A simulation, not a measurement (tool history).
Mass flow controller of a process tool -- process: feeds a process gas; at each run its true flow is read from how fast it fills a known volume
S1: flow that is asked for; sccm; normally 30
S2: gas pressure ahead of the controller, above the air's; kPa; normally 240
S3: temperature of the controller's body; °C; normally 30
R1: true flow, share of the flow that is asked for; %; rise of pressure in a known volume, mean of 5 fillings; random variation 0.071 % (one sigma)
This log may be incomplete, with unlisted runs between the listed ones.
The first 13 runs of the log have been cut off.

run	hour	S1	S2	S3	R1
14	1267.7	30	240	38	101.03
15	1350.3	30	240	38	101.12
16	1412.3	30	174	30	101.36
17	1504.9	30	174	34	101.53
18	1587.0	30	174	34	101.53
19	1707.1	30	174	34	101.60
# hour 1771.5: gauge calibrated
20	1807.5	30	240	30	99.70
21	1861.4	30	240	30	99.82
22	1918.3	30	240	30	99.88
23	2043.4	10	254	29	99.65
24	2152.1	10	179	40	100.64
25	2217.0	30	208	38	100.61
26	2305.8	30	208	38	100.58

Estimate the outcome of run 27 from the log above:
27	2371.6	9	237	38	?

Run 27 gave R1 100.42 %.
Were there no unlogged condition in the tool, this run, its random variation unchanged, would have produced R1 99.99 %.

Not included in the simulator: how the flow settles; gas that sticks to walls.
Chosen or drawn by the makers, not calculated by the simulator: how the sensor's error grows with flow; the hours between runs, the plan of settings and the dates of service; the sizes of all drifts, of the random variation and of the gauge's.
